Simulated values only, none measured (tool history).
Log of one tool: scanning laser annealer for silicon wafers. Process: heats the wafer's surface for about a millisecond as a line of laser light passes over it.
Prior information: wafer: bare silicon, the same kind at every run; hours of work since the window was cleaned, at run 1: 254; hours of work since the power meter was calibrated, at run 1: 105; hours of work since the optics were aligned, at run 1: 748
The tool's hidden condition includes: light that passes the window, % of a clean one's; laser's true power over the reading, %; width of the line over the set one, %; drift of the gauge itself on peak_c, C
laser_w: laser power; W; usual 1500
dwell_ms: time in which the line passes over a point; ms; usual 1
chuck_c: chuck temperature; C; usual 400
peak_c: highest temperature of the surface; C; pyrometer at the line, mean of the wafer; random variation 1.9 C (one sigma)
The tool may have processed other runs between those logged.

run	day	laser_w	dwell_ms	chuck_c	hours of work since the window was cleaned	hours of work since the power meter was calibrated	hours of work since the optics were aligned	peak_c
1	0	1500	1	400	254	105	748	1154
2	0.238	1500	1	400	257	107	750	1158
3	0.625	1500	1	400	261	111	754	1156
4	1	1500	1	400	264	115	758	1157
5	1.325	1500	1	400	268	118	761	1159
6	1.788	1500	1	400	272	123	766	1152
7	2.175	1500	1	400	276	127	770	1156
8	2.617	1500	1	400	281	132	774	1154
9	2.875	1500	1	400	284	134	777	1151
10	3.221	1500	1	400	287	138	781	1152
11	3.658	1500	1	400	292	142	785	1154
12	4.117	1622	1.21	435	296	147	790	1341
13	4.383	1397	1.21	435	299	150	792	1215
14	4.85	1544	0.96	412	304	155	797	1169
15	5.283	1336	1.16	369	308	159	802	1094
16	5.554	1570	1	386	311	162	804	1173
17	5.95	1570	1	386	315	166	809	1169
18	6.383	1570	1	386	319	170	813	1172
19	6.779	1460	1	394	323	174	817	1127
20	7.017	1500	0.71	413	326	177	819	1031
21	7.488	1500	0.71	413	331	182	824	1030
22	7.717	1500	0.84	369	333	184	827	1044

Below, some changes in peak_c between adjacent runs. For each, the amount present without the hidden state too (settings, incoming material, random variation) and the amount remaining for the hidden state with gauge scatter not shared by both compared results:
Run 11 -> 12: laser_w 1500 -> 1622, dwell_ms 1 -> 1.21, chuck_c 400 -> 435. peak_c +187 C: hidden state -8, all else +195.
Run 12 -> 13: laser_w 1622 -> 1397. peak_c -126 C: hidden state +6, all else -132.
